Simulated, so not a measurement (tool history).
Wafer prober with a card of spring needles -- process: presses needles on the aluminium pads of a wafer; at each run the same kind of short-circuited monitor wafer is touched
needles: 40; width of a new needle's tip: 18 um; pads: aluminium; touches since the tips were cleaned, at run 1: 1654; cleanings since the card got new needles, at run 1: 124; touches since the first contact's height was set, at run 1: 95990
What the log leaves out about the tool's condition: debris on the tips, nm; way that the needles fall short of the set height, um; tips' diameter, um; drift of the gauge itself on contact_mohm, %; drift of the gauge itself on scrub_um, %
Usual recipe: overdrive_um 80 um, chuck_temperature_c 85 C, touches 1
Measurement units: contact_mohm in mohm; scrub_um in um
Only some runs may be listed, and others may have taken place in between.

run,hour,overdrive_um,chuck_temperature_c,touches,touches since the tips were cleaned,cleanings since the card got new needles,touches since the first contact's height was set,contact_mohm,scrub_um
1,0,80,85,1,1654,124,95990,160,16.13
# hour 1.2: tips cleaned on abrasive film
# hour 6.6: tips cleaned on abrasive film
# hour 11: tips cleaned on abrasive film
# hour 16.3: tips cleaned on abrasive film
2,16.3,80,85,2,0,128,102738,126,16.14
# hour 20.8: tips cleaned on abrasive film
# hour 26.1: tips cleaned on abrasive film
3,27.8,80,85,2,716,130,107516,138,16.07
# hour 31.2: tips cleaned on abrasive film
# hour 36.6: tips cleaned on abrasive film
4,37.2,80,33,1,260,132,111422,128,16.08
# hour 41.6: tips cleaned on abrasive film
# hour 46: tips cleaned on abrasive film
# hour 50.5: tips cleaned on abrasive film
# hour 56: tips cleaned on abrasive film
5,57,80,41,1,446,136,119652,130,16
# hour 61.5: tips cleaned on abrasive film
# hour 66.8: tips cleaned on abrasive film
# hour 72.4: tips cleaned on abrasive film
6,74.1,80,46,1,725,139,126753,142,16.03
# hour 77.4: tips cleaned on abrasive film
# hour 81.9: tips cleaned on abrasive film
# hour 87.2: tips cleaned on abrasive film
7,88,80,46,1,332,142,132523,132,16.01
# hour 92.3: tips cleaned on abrasive film
# hour 97.6: tips cleaned on abrasive film
# hour 102.1: tips cleaned on abrasive film
# hour 106.6: tips cleaned on abrasive film
8,106.6,80,46,1,0,146,140219,121,15.95
# hour 112: tips cleaned on abrasive film
# hour 117.3: tips cleaned on abrasive film
# hour 121.7: tips cleaned on abrasive film
# hour 127.1: tips cleaned on abrasive film
9,127.1,80,85,1,0,150,148770,132,15.91
# hour 132.7: tips cleaned on abrasive film
# hour 137.1: tips cleaned on abrasive film
10,138.4,80,85,1,549,152,153461,141,15.93
# hour 141.8: tips cleaned on abrasive film
# hour 146.2: tips cleaned on abrasive film
# hour 150.6: tips cleaned on abrasive film
11,150.8,80,85,1,55,155,158576,132,15.88
# hour 155.2: tips cleaned on abrasive film
# hour 160.6: tips cleaned on abrasive film
# hour 163.1: height of the first contact set anew
# hour 166.3: tips cleaned on abrasive film
12,168.7,80,85,1,1029,158,2342,147,16.53
# hour 170.9: tips cleaned on abrasive film
# hour 176.3: tips cleaned on abrasive film
# hour 181.6: tips cleaned on abrasive film
13,183.9,80,85,1,969,161,8655,153,16.52
# hour 186.2: tips cleaned on abrasive film
# hour 191.5: tips cleaned on abrasive film
# hour 197.1: tips cleaned on abrasive film
# hour 202.4: tips cleaned on abrasive film
14,206.1,80,110,1,1556,165,17882,158,16.49
# hour 207.3: tips cleaned on abrasive film
# hour 212.8: tips cleaned on abrasive film
# hour 218.3: tips cleaned on abrasive film
# hour 223.8: tips cleaned on abrasive film
15,224.8,64,85,2,397,169,25634,144,13.09

What will run 16 give?
# hour 229.1: tips cleaned on abrasive film
# hour 233.6: tips cleaned on abrasive film
16,236.4,64,85,2,1200,171,30474,?,?

contact_mohm: 151 mohm
scrub_um: 13.13 um
If the tool had no hidden condition, the same run with the same run-to-run variation would have returned contact_mohm 127 mohm, scrub_um 13.25 um.
